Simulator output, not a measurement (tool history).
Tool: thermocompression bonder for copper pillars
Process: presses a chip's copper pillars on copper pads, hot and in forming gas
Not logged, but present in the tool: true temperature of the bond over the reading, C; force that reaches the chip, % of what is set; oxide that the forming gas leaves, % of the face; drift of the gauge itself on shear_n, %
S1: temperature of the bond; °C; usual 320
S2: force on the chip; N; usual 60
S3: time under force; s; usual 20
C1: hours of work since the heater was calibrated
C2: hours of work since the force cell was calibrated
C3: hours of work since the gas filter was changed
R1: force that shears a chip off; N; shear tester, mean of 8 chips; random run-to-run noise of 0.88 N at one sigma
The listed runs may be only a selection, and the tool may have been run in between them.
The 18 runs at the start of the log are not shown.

{"run": 19, "day": 51.296, "S1": 320, "S2": 60, "S3": 20, "C1": 436, "C2": 728, "C3": 224, "R1": 84.1}
{"run": 20, "day": 53.075, "S1": 333, "S2": 78, "S3": 18, "C1": 458, "C2": 749, "C3": 245, "R1": 94.2}
{"run": 21, "day": 56.375, "S1": 333, "S2": 78, "S3": 18, "C1": 498, "C2": 790, "C3": 286, "R1": 91.5}
{"day": 56.929, "done": "force cell calibrated"}
{"run": 22, "day": 58.408, "S1": 308, "S2": 44, "S3": 22, "C1": 522, "C2": 18, "C3": 310, "R1": 63.7}
{"day": 59.033, "done": "forming gas filter changed"}
{"run": 23, "day": 61.096, "S1": 308, "S2": 44, "S3": 22, "C1": 555, "C2": 51, "C3": 25, "R1": 69.8}
{"run": 24, "day": 64.292, "S1": 326, "S2": 52, "S3": 22, "C1": 594, "C2": 90, "C3": 64, "R1": 88.4}
{"run": 25, "day": 66.412, "S1": 306, "S2": 60, "S3": 29, "C1": 620, "C2": 116, "C3": 90, "R1": 81.3}
{"run": 26, "day": 69.829, "S1": 306, "S2": 60, "S3": 29, "C1": 661, "C2": 157, "C3": 132, "R1": 81.9}
{"run": 27, "day": 72.817, "S1": 341, "S2": 61, "S3": 33, "C1": 698, "C2": 194, "C3": 169, "R1": 107}
{"run": 28, "day": 75.979, "S1": 341, "S2": 61, "S3": 33, "C1": 737, "C2": 233, "C3": 207, "R1": 107.1}
{"run": 29, "day": 79.012, "S1": 294, "S2": 60, "S3": 36, "C1": 774, "C2": 270, "C3": 244, "R1": 74.5}
{"run": 30, "day": 80.912, "S1": 302, "S2": 60, "S3": 17, "C1": 797, "C2": 293, "C3": 268, "R1": 62.7}
{"run": 31, "day": 84.188, "S1": 331, "S2": 48, "S3": 17, "C1": 837, "C2": 333, "C3": 308, "R1": 74.9}
{"day": 85.042, "done": "forming gas filter changed"}
{"run": 32, "day": 85.796, "S1": 320, "S2": 60, "S3": 23, "C1": 856, "C2": 352, "C3": 9, "R1": 89.7}
{"run": 33, "day": 88.162, "S1": 301, "S2": 60, "S3": 22, "C1": 885, "C2": 381, "C3": 38, "R1": 73}
{"run": 34, "day": 91.496, "S1": 311, "S2": 74, "S3": 30, "C1": 926, "C2": 422, "C3": 79, "R1": 93.5}
{"run": 35, "day": 94.683, "S1": 294, "S2": 60, "S3": 20, "C1": 965, "C2": 461, "C3": 118, "R1": 63}
{"run": 36, "day": 97.525, "S1": 294, "S2": 60, "S3": 20, "C1": 1000, "C2": 496, "C3": 153, "R1": 61.5}
{"run": 37, "day": 99.042, "S1": 349, "S2": 43, "S3": 20, "C1": 1018, "C2": 514, "C3": 171, "R1": 90.9}
{"run": 38, "day": 100.779, "S1": 349, "S2": 43, "S3": 20, "C1": 1040, "C2": 536, "C3": 192, "R1": 89.6}

Each row is a separate what-if for the run after 38, all from the same tool condition, not one after another. Results?
{"run": "A", "day": 103.308, "S1": 320, "S2": 54, "S3": 20, "C1": 1071, "C2": 567, "C3": 223, "R1": "?"}
{"run": "B", "day": 103.308, "S1": 335, "S2": 36, "S3": 20, "C1": 1071, "C2": 567, "C3": 223, "R1": "?"}
{"run": "C", "day": 103.308, "S1": 339, "S2": 43, "S3": 20, "C1": 1071, "C2": 567, "C3": 223, "R1": "?"}
{"run": "D", "day": 103.308, "S1": 349, "S2": 43, "S3": 36, "C1": 1071, "C2": 567, "C3": 223, "R1": "?"}
{"run": "E", "day": 103.308, "S1": 340, "S2": 79, "S3": 20, "C1": 1071, "C2": 567, "C3": 223, "R1": "?"}

run=A R1=76.6
run=B R1=77.1
run=C R1=82.6
run=D R1=100.8
run=E R1=100.8
With the hidden condition removed and each run's random variation left untouched, the same runs would have given:
run=A R1=85.3
run=B R1=85.7
run=C R1=91.4
run=D R1=110.5
run=E R1=110.6
